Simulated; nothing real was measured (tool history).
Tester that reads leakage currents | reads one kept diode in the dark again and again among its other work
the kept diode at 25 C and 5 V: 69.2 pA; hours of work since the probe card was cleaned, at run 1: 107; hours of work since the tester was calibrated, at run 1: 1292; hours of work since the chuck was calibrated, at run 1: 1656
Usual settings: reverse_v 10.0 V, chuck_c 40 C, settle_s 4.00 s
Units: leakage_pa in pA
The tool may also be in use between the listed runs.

run     day  reverse_v  chuck_c  settle_s  hours of work since the probe card was cleaned  hours of work since the tester was calibrated  hours of work since the chuck was calibrated  leakage_pa
  1   0.000       10.0       40      4.00                                             107                                           1292                                          1656      341.92
  2   2.117       10.0       40      4.00                                             143                                           1328                                          1693      342.16
  3   3.817       10.0       40      4.00                                             173                                           1357                                          1722      342.96
  4   5.717       10.0       40      4.00                                             206                                           1390                                          1755      341.90
  5   7.554       10.0       40      4.00                                             237                                           1422                                          1787      344.54
  6   9.408       10.0       40      4.00                                             269                                           1454                                          1818      342.59
  7  10.462       10.0       40      4.00                                             287                                           1472                                          1837      344.22
     11.988  -- chuck's temperature calibrated
  8  13.042        1.0       40      4.00                                             330                                           1515                                            18      137.06
  9  15.208       10.0       40      4.00                                             368                                           1552                                            56      365.31
 10  17.383       10.0       40      4.00                                             405                                           1590                                            93      363.36
 11  19.883       10.0       26      4.00                                             448                                           1633                                           136      110.80
 12  21.804        8.1       40      4.00                                             481                                           1666                                           169      334.70
 13  22.858       16.8       40      4.00                                             500                                           1684                                           187      462.14
 14  25.212       16.8       40      4.00                                             540                                           1725                                           228      460.85
 15  26.492       16.8       40      4.00                                             562                                           1747                                           250      461.76
 16  27.883       16.8       40      4.00                                             586                                           1771                                           274      461.19
 17  30.079       10.0       40      2.20                                             624                                           1809                                           312      367.27
 18  31.512       10.0       40      2.20                                             649                                           1833                                           337      366.98
 19  33.850       10.0       27      4.00                                             689                                           1874                                           377      124.23
 20  35.075       10.0       27      4.00                                             710                                           1895                                           398      124.86
 21  36.754        9.8       27      2.56                                             739                                           1924                                           427      124.34
 22  37.896        2.1       40      5.20                                             759                                           1943                                           447      186.81
 23  39.408        1.4       21      0.85                                             785                                           1969                                           473       29.98
 24  41.783        1.4       21      0.85                                             826                                           2010                                           514       30.10
 25  43.100        1.0       30      4.00                                             849                                           2033                                           536       57.18
 26  44.442        3.9       42      1.58                                             872                                           2056                                           559      288.81
 27  46.138       10.0       22      0.54                                             901                                           2085                                           589       92.61
 28  47.400       10.0       22      5.47                                             923                                           2107                                           610       86.42
 29  49.092        3.2       37      4.00                                             952                                           2136                                           640      174.30
 30  50.533        3.2       37      4.00                                             977                                           2161                                           664      173.66
 31  52.175        8.8       40      7.74                                            1005                                           2190                                           693      349.27
 32  53.942        8.8       40      7.74                                            1035                                           2220                                           723      348.69
     54.892  -- probe card cleaned and baked
 33  55.358        4.2       56      0.44                                               8                                           2242                                           745      902.77
 34  56.412        2.3       21      1.15                                              26                                           2260                                           764       34.08
 35  57.454        2.3       21      1.15                                              44                                           2278                                           782       34.28
 36  59.683       10.0       32      4.00                                              83                                           2317                                           820      174.94
 37  60.746       10.0       32      4.00                                             101                                           2335                                           838      175.46
 38  61.846       10.0       32      4.00                                             120                                           2354                                           857      176.02
 39  63.321       10.0       32      4.00                                             145                                           2380                                           883      176.11
 40  65.162       10.0       22      4.00                                             177                                           2411                                           915       71.97

Forecast each of these 3 alternatives for the next run:
  A  67.500       10.0       25      4.00                                             217                                           2452                                           955           ?
  B  67.500       10.9       57      1.81                                             217                                           2452                                           955           ?
  C  67.500       10.0       22      2.25                                             217                                           2452                                           955           ?

run  leakage_pa
  A       95.16
  B     1443.36
  C       73.19
Without the tool's hidden state the same runs would have given:
run  leakage_pa
  A       93.74
  B     1477.01
  C       71.14
